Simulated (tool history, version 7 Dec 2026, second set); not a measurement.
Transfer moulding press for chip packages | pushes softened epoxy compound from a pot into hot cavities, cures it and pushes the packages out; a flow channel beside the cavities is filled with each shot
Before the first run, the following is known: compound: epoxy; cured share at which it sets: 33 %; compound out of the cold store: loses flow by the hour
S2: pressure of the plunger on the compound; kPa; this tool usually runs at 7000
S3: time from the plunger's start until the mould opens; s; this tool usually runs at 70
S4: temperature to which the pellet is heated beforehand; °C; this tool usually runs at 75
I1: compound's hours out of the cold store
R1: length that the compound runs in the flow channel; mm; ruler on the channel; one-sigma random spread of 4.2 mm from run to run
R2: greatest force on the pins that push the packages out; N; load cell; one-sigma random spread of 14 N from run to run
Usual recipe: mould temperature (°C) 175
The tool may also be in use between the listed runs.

run 1 hour=0 | mould_temperature_(°C)=175 S2=7000 S3=70 S4=75 | I1=44 | R1=644 R2=965
run 2 hour=34.9 | mould_temperature_(°C)=175 S2=7000 S3=70 S4=75 | I1=38.4 | R1=673 R2=1255
-- hour=75.7 cavities cleaned with cleaning compound and waxed
run 3 hour=78.8 | mould_temperature_(°C)=175 S2=7000 S3=70 S4=75 | I1=16 | R1=778 R2=2014
run 4 hour=136.5 | mould_temperature_(°C)=175 S2=7000 S3=70 S4=75 | I1=9.4 | R1=807 R2=1733
-- hour=167 cavities cleaned with cleaning compound and waxed
run 5 hour=172.9 | mould_temperature_(°C)=175 S2=7000 S3=70 S4=75 | I1=32.4 | R1=672 R2=782
-- hour=192.5 plunger's sealing rings changed
run 6 hour=212.2 | mould_temperature_(°C)=175 S2=7000 S3=70 S4=75 | I1=23.8 | R1=743 R2=1206
run 7 hour=256.8 | mould_temperature_(°C)=175 S2=7000 S3=70 S4=75 | I1=12.8 | R1=797 R2=1495
-- hour=262.3 cavities cleaned with cleaning compound and waxed
run 8 hour=308.9 | mould_temperature_(°C)=175 S2=6550 S3=70 S4=75 | I1=35.2 | R1=655 R2=1169
run 9 hour=342.5 | mould_temperature_(°C)=175 S2=6750 S3=70 S4=75 | I1=31.8 | R1=681 R2=1351
-- hour=356.3 cavities cleaned with cleaning compound and waxed
run 10 hour=387.9 | mould_temperature_(°C)=175 S2=6750 S3=70 S4=75 | I1=35.2 | R1=653 R2=1048
-- hour=401.4 plunger's sealing rings changed
-- hour=450.2 cavities cleaned with cleaning compound and waxed
run 11 hour=452.7 | mould_temperature_(°C)=175 S2=6750 S3=70 S4=84 | I1=12.2 | R1=784 R2=735
-- hour=457.7 cavities cleaned with cleaning compound and waxed, once more
run 12 hour=514.6 | mould_temperature_(°C)=175 S2=7000 S3=52 S4=79 | I1=10.6 | R1=797 R2=2903
-- hour=552.5 cavities cleaned with cleaning compound and waxed
run 13 hour=553.6 | mould_temperature_(°C)=175 S2=7000 S3=86 S4=79 | I1=21.4 | R1=739 R2=488
run 14 hour=593 | mould_temperature_(°C)=175 S2=7940 S3=70 S4=75 | I1=10.3 | R1=842 R2=1260
-- hour=615.1 plunger's sealing rings changed
-- hour=646.4 cavities cleaned with cleaning compound and waxed
run 15 hour=654.6 | mould_temperature_(°C)=175 S2=5590 S3=95 S4=81 | I1=37.6 | R1=611 R2=502
run 16 hour=709.3 | mould_temperature_(°C)=175 S2=6010 S3=95 S4=81 | I1=37.6 | R1=622 R2=803
-- hour=737.4 cavities cleaned with cleaning compound and waxed
run 17 hour=769.3 | mould_temperature_(°C)=175 S2=6010 S3=95 S4=81 | I1=24 | R1=671 R2=725
-- hour=826.1 plunger's sealing rings changed
-- hour=832.6 cavities cleaned with cleaning compound and waxed
run 18 hour=832.6 | mould_temperature_(°C)=175 S2=7510 S3=65 S4=69 | I1=33.1 | R1=729 R2=817
run 19 hour=869.4 | mould_temperature_(°C)=176 S2=6960 S3=70 S4=75 | I1=42.9 | R1=657 R2=1015
run 20 hour=915.3 | mould_temperature_(°C)=176 S2=6960 S3=70 S4=75 | I1=9.9 | R1=796 R2=1357
-- hour=924.9 cavities cleaned with cleaning compound and waxed
run 21 hour=975.9 | mould_temperature_(°C)=175 S2=7540 S3=70 S4=65 | I1=24.3 | R1=745 R2=1233
-- hour=1016.5 cavities cleaned with cleaning compound and waxed
run 22 hour=1016.5 | mould_temperature_(°C)=175 S2=7000 S3=61 S4=67 | I1=29.2 | R1=700 R2=996

Alternative continuations, all from the tool just after run 22; predict every row:
-- hour=1036.7 plunger's sealing rings changed
run A hour=1068.5 | mould_temperature_(°C)=167 S2=7000 S3=104 S4=75 | I1=15.6 | R1=? R2=?
-- hour=1036.7 plunger's sealing rings changed
run B hour=1068.5 | mould_temperature_(°C)=178 S2=6180 S3=61 S4=78 | I1=45.1 | R1=? R2=?
-- hour=1036.7 plunger's sealing rings changed
run C hour=1068.5 | mould_temperature_(°C)=183 S2=7000 S3=61 S4=68 | I1=42.9 | R1=? R2=?
-- hour=1036.7 plunger's sealing rings changed
run D hour=1068.5 | mould_temperature_(°C)=168 S2=7000 S3=92 S4=83 | I1=29.3 | R1=? R2=?
-- hour=1036.7 plunger's sealing rings changed
run E hour=1068.5 | mould_temperature_(°C)=178 S2=7000 S3=66 S4=77 | I1=32.5 | R1=? R2=?

run=A R1=805 R2=894
run=B R1=599 R2=1302
run=C R1=643 R2=1037
run=D R1=726 R2=948
run=E R1=696 R2=1142
The same runs, with their run-to-run variation unchanged, on a tool lacking any hidden condition would have given:
run=A R1=814 R2=505
run=B R1=604 R2=757
run=C R1=649 R2=596
run=D R1=733 R2=542
run=E R1=703 R2=659
